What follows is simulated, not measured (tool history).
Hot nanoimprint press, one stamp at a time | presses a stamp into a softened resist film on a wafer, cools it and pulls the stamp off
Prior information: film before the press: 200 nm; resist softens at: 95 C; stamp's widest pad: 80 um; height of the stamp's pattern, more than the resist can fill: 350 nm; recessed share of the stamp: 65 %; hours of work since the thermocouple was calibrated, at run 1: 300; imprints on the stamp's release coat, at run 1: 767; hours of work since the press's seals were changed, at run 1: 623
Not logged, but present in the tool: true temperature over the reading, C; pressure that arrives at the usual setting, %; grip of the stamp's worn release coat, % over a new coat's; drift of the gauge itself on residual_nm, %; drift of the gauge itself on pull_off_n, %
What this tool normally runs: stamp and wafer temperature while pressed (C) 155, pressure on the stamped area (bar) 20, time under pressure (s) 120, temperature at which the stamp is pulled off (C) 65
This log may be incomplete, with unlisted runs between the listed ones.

run	hour	stamp and wafer temperature while pressed (C)	pressure on the stamped area (bar)	time under pressure (s)	temperature at which the stamp is pulled off (C)	hours of work since the thermocouple was calibrated	imprints on the stamp's release coat	hours of work since the press's seals were changed	resist left under the stamp's widest pad (nm)	greatest force while the stamp is pulled off (N)
1	0	155	20	120	65	300	767	623	98.7	169
2	17.1	155	20	120	68	312	826	635	98.4	158
3	39.3	155	20	120	68	329	903	652	98.9	160
4	50.9	155	20	120	68	337	943	660	98.4	170
# hour 64.7: stamp cleaned and given a new release coat
5	72.8	155	20	120	68	349	28	672	97.3	120
6	85.2	155	20	120	68	358	71	681	97.2	125
7	110	155	20	120	68	376	157	699	100.5	125
8	122	155	20	120	68	385	199	708	98.8	130
9	144.1	149	20	120	65	401	275	724	119.3	146
10	157.9	149	20	120	65	411	323	735	120.3	144
11	182.1	155	20	120	65	429	407	752	100.4	151
# hour 199.9: plate thermocouple calibrated
12	208.5	151	20	120	65	6	488	770	117.7	161
13	229.6	151	20	120	65	22	561	785	115.7	164
14	246.5	155	20	120	72	34	620	798	104.2	135
15	259.1	155	20	120	65	44	663	807	101.6	171
# hour 267.9: plate thermocouple calibrated, once more
16	282.7	155	23	62	57	11	735	822	111.5	192
17	305.5	155	23	62	57	28	814	839	112.3	198
18	326.6	156	20	229	53	43	887	854	72	213
19	349	143	14.9	154	65	60	964	871	138.5	176
# hour 356.1: stamp cleaned and given a new release coat
20	371.7	155	12.5	120	72	72	54	883	115.1	102
21	386.7	145	20	197	65	83	106	894	110.7	135
22	397.4	145	20	197	65	91	143	902	111.1	133
23	423.7	145	20	197	53	110	235	921	111.6	182
24	436.5	153	12.3	120	61	120	279	931	123.9	150
25	451.6	143	18.3	120	61	131	331	942	141	157
26	476.6	156	12.6	158	62	149	418	960	102.3	157
27	491.4	156	15.7	158	73	160	469	971	94.2	112
28	515.3	156	15.7	158	73	178	552	989	93.1	121
29	531.2	146	22	158	69	189	607	1000	114.2	142
30	544.2	153	28.9	158	72	199	652	1010	80	128

Alternative continuations, all from the tool just after run 30; predict every row:
# hour 555.3: press's hydraulic seals changed and the load cell set to zero
A	563.1	147	28.9	158	64	207	690	6	?	?
# hour 555.3: press's hydraulic seals changed and the load cell set to zero
B	563.1	146	20	120	65	207	690	6	?	?
# hour 555.3: press's hydraulic seals changed and the load cell set to zero
C	563.1	153	13.7	158	72	207	690	6	?	?

run	resist left under the stamp's widest pad (nm)	greatest force while the stamp is pulled off (N)
A	94.3	159
B	128.4	158
C	107.6	132
With the hidden condition removed and each run's random variation left untouched, the same runs would have given:
run	resist left under the stamp's widest pad (nm)	greatest force while the stamp is pulled off (N)
A	91.5	125
B	125.5	123
C	105	102

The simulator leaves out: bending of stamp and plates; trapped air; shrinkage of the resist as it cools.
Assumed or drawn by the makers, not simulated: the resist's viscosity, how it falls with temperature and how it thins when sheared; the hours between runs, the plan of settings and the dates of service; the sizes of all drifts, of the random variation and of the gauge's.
